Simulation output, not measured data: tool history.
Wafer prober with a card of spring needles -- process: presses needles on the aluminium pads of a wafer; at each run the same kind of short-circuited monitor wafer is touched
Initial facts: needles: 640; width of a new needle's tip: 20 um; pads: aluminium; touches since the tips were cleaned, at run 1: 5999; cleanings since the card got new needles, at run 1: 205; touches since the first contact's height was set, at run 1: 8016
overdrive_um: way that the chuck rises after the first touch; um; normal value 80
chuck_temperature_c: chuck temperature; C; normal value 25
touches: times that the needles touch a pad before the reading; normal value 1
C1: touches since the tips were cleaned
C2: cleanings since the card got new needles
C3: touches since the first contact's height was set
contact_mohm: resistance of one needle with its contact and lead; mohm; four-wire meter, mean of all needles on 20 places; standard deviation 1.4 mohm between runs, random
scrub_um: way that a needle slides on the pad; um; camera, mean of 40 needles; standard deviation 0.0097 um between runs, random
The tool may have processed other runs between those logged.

run 1 day=0 | overdrive_um=80 chuck_temperature_c=25 touches=1 | C1=5999 C2=205 C3=8016 | contact_mohm=115 scrub_um=15.097
-- day=0.325 tips cleaned on abrasive film
-- day=1.142 tips cleaned on abrasive film
-- day=1.958 tips cleaned on abrasive film
-- day=2.617 tips cleaned on abrasive film
run 2 day=2.746 | overdrive_um=80 chuck_temperature_c=25 touches=1 | C1=1617 C2=209 C3=41843 | contact_mohm=114 scrub_um=15.098
-- day=3.4 tips cleaned on abrasive film
-- day=4.054 tips cleaned on abrasive film
-- day=4.871 tips cleaned on abrasive film
-- day=4.883 height of the first contact set anew
-- day=5.538 tips cleaned on abrasive film
run 3 day=6.188 | overdrive_um=80 chuck_temperature_c=25 touches=1 | C1=8035 C2=213 C3=16100 | contact_mohm=117 scrub_um=15.108
-- day=6.354 tips cleaned on abrasive film
-- day=7.008 tips cleaned on abrasive film
-- day=7.662 tips cleaned on abrasive film
-- day=8.479 tips cleaned on abrasive film
-- day=9.133 tips cleaned on abrasive film
-- day=9.788 tips cleaned on abrasive film
run 4 day=9.925 | overdrive_um=80 chuck_temperature_c=25 touches=1 | C1=1689 C2=219 C3=62127 | contact_mohm=117 scrub_um=15.101
-- day=10.425 height of the first contact set anew
-- day=10.592 tips cleaned on abrasive film
-- day=11.408 tips cleaned on abrasive film
-- day=12.229 tips cleaned on abrasive film
-- day=13.042 tips cleaned on abrasive film
-- day=13.696 tips cleaned on abrasive film
run 5 day=13.9 | overdrive_um=80 chuck_temperature_c=67 touches=1 | C1=2524 C2=224 C3=42811 | contact_mohm=124 scrub_um=15.116
-- day=14.392 tips cleaned on abrasive film
-- day=15.208 tips cleaned on abrasive film
-- day=15.862 tips cleaned on abrasive film
-- day=16.038 height of the first contact set anew
run 6 day=16.396 | overdrive_um=80 chuck_temperature_c=67 touches=1 | C1=6436 C2=227 C3=4421 | contact_mohm=122 scrub_um=15.112
-- day=16.562 tips cleaned on abrasive film
-- day=17.217 tips cleaned on abrasive film
-- day=18.033 tips cleaned on abrasive film
run 7 day=18.179 | overdrive_um=80 chuck_temperature_c=25 touches=2 | C1=1834 C2=230 C3=26397 | contact_mohm=115 scrub_um=15.102
-- day=18.833 tips cleaned on abrasive film
-- day=19.65 tips cleaned on abrasive film
-- day=20.304 tips cleaned on abrasive film
-- day=21.121 tips cleaned on abrasive film
-- day=21.621 height of the first contact set anew
-- day=21.792 tips cleaned on abrasive film
run 8 day=22 | overdrive_um=80 chuck_temperature_c=25 touches=1 | C1=2622 C2=235 C3=4639 | contact_mohm=115 scrub_um=15.114
-- day=22.492 tips cleaned on abrasive film
-- day=23.308 tips cleaned on abrasive film
-- day=23.962 tips cleaned on abrasive film
run 9 day=24.067 | overdrive_um=83 chuck_temperature_c=25 touches=1 | C1=1273 C2=238 C3=30097 | contact_mohm=114 scrub_um=15.676
-- day=24.721 tips cleaned on abrasive film
-- day=25.375 tips cleaned on abrasive film
-- day=26.033 tips cleaned on abrasive film
run 10 day=26.275 | overdrive_um=83 chuck_temperature_c=25 touches=2 | C1=3025 C2=241 C3=57316 | contact_mohm=117 scrub_um=15.679
-- day=26.767 tips cleaned on abrasive film
-- day=27.267 height of the first contact set anew
-- day=27.433 tips cleaned on abrasive film
-- day=28.117 tips cleaned on abrasive film
run 11 day=28.117 | overdrive_um=83 chuck_temperature_c=25 touches=2 | C1=0 C2=244 C3=10401 | contact_mohm=114 scrub_um=15.675
-- day=28.933 tips cleaned on abrasive film
-- day=29.75 tips cleaned on abrasive film
-- day=30.567 tips cleaned on abrasive film
run 12 day=31.188 | overdrive_um=80 chuck_temperature_c=65 touches=1 | C1=7678 C2=247 C3=48318 | contact_mohm=119 scrub_um=15.095
-- day=31.354 tips cleaned on abrasive film
-- day=32.171 tips cleaned on abrasive film
-- day=32.833 height of the first contact set anew
-- day=33 tips cleaned on abrasive film
-- day=33.817 tips cleaned on abrasive film
run 13 day=34.038 | overdrive_um=80 chuck_temperature_c=65 touches=1 | C1=2724 C2=251 C3=14821 | contact_mohm=123 scrub_um=15.104
-- day=34.529 tips cleaned on abrasive film
-- day=35.183 tips cleaned on abrasive film
-- day=35.892 tips cleaned on abrasive film
run 14 day=35.892 | overdrive_um=82 chuck_temperature_c=25 touches=3 | C1=0 C2=254 C3=37663 | contact_mohm=116 scrub_um=15.489
-- day=36.546 tips cleaned on abrasive film
-- day=37.2 tips cleaned on abrasive film
-- day=38.021 tips cleaned on abrasive film
-- day=38.358 height of the first contact set anew
-- day=38.821 tips cleaned on abrasive film
run 15 day=38.821 | overdrive_um=82 chuck_temperature_c=25 touches=3 | C1=0 C2=258 C3=5723 | contact_mohm=117 scrub_um=15.491
-- day=39.642 tips cleaned on abrasive film
-- day=40.458 tips cleaned on abrasive film
run 16 day=40.608 | overdrive_um=63 chuck_temperature_c=34 touches=1 | C1=1853 C2=260 C3=27737 | contact_mohm=122 scrub_um=11.895
-- day=41.258 tips cleaned on abrasive film
-- day=41.912 tips cleaned on abrasive film
-- day=42.567 tips cleaned on abrasive film
run 17 day=43.108 | overdrive_um=92 chuck_temperature_c=61 touches=2 | C1=6682 C2=263 C3=58577 | contact_mohm=117 scrub_um=17.363
-- day=43.275 tips cleaned on abrasive film
-- day=43.929 tips cleaned on abrasive film
-- day=43.942 height of the first contact set anew
-- day=44.758 tips cleaned on abrasive film
-- day=45.575 tips cleaned on abrasive film
run 18 day=45.879 | overdrive_um=80 chuck_temperature_c=25 touches=1 | C1=3762 C2=267 C3=23924 | contact_mohm=117 scrub_um=15.101
-- day=46.371 tips cleaned on abrasive film
-- day=47.188 tips cleaned on abrasive film
-- day=48.004 tips cleaned on abrasive film
-- day=48.662 tips cleaned on abrasive film
-- day=49.479 tips cleaned on abrasive film
-- day=49.492 height of the first contact set anew
run 19 day=49.538 | overdrive_um=80 chuck_temperature_c=25 touches=1 | C1=578 C2=272 C3=578 | contact_mohm=116 scrub_um=15.102
-- day=50.192 tips cleaned on abrasive film
-- day=50.846 tips cleaned on abrasive film
-- day=51.5 tips cleaned on abrasive film
-- day=52.154 tips cleaned on abrasive film
run 20 day=52.65 | overdrive_um=63 chuck_temperature_c=28 touches=2 | C1=6102 C2=276 C3=38939 | contact_mohm=120 scrub_um=11.896
-- day=52.817 tips cleaned on abrasive film
-- day=53.471 tips cleaned on abrasive film
-- day=54.288 tips cleaned on abrasive film
run 21 day=54.5 | overdrive_um=68 chuck_temperature_c=40 touches=2 | C1=2625 C2=279 C3=61729 | contact_mohm=120 scrub_um=12.83
-- day=54.992 tips cleaned on abrasive film
-- day=55.004 height of the first contact set anew
-- day=55.821 tips cleaned on abrasive film
-- day=56.475 tips cleaned on abrasive film
-- day=57.292 tips cleaned on abrasive film
-- day=58.058 tips cleaned on abrasive film
-- day=58.558 card fitted with new needles
run 22 day=58.558 | overdrive_um=96 chuck_temperature_c=34 touches=2 | C1=0 C2=0 C3=0 | contact_mohm=112 scrub_um=18.128
-- day=59.375 tips cleaned on abrasive film
-- day=60.029 tips cleaned on abrasive film
run 23 day=60.6 | overdrive_um=69 chuck_temperature_c=80 touches=1 | C1=7085 C2=2 C3=25230 | contact_mohm=128 scrub_um=13.019
-- day=60.767 tips cleaned on abrasive film
-- day=61.421 tips cleaned on abrasive film
-- day=62.238 tips cleaned on abrasive film
-- day=62.896 tips cleaned on abrasive film
-- day=63.708 tips cleaned on abrasive film
-- day=64.208 height of the first contact set anew
run 24 day=64.338 | overdrive_um=69 chuck_temperature_c=80 touches=1 | C1=7627 C2=7 C3=1578 | contact_mohm=128 scrub_um=13.034

Here are 4 independent what-if runs from the current tool condition. What would each one return?
-- day=64.504 tips cleaned on abrasive film
-- day=65.321 tips cleaned on abrasive film
-- day=65.975 tips cleaned on abrasive film
-- day=66.796 tips cleaned on abrasive film
-- day=67.45 tips cleaned on abrasive film
run A day=68.088 | overdrive_um=79 chuck_temperature_c=107 touches=1 | C1=7942 C2=12 C3=47828 | contact_mohm=? scrub_um=?
-- day=64.504 tips cleaned on abrasive film
-- day=65.321 tips cleaned on abrasive film
-- day=65.975 tips cleaned on abrasive film
-- day=66.796 tips cleaned on abrasive film
-- day=67.45 tips cleaned on abrasive film
run B day=68.088 | overdrive_um=71 chuck_temperature_c=107 touches=1 | C1=7942 C2=12 C3=47828 | contact_mohm=? scrub_um=?
-- day=64.504 tips cleaned on abrasive film
-- day=65.321 tips cleaned on abrasive film
-- day=65.975 tips cleaned on abrasive film
-- day=66.796 tips cleaned on abrasive film
-- day=67.45 tips cleaned on abrasive film
run C day=68.088 | overdrive_um=75 chuck_temperature_c=80 touches=1 | C1=7942 C2=12 C3=47828 | contact_mohm=? scrub_um=?
-- day=64.504 tips cleaned on abrasive film
-- day=65.321 tips cleaned on abrasive film
-- day=65.975 tips cleaned on abrasive film
-- day=66.796 tips cleaned on abrasive film
-- day=67.45 tips cleaned on abrasive film
run D day=68.088 | overdrive_um=69 chuck_temperature_c=30 touches=1 | C1=7942 C2=12 C3=47828 | contact_mohm=? scrub_um=?

run=A contact_mohm=129 scrub_um=14.913
run=B contact_mohm=131 scrub_um=13.394
run=C contact_mohm=125 scrub_um=14.172
run=D contact_mohm=120 scrub_um=13.023
With no hidden state in the tool, these same runs would have given:
run=A contact_mohm=129 scrub_um=14.913
run=B contact_mohm=131 scrub_um=13.395
run=C contact_mohm=124 scrub_um=14.173
run=D contact_mohm=120 scrub_um=13.023

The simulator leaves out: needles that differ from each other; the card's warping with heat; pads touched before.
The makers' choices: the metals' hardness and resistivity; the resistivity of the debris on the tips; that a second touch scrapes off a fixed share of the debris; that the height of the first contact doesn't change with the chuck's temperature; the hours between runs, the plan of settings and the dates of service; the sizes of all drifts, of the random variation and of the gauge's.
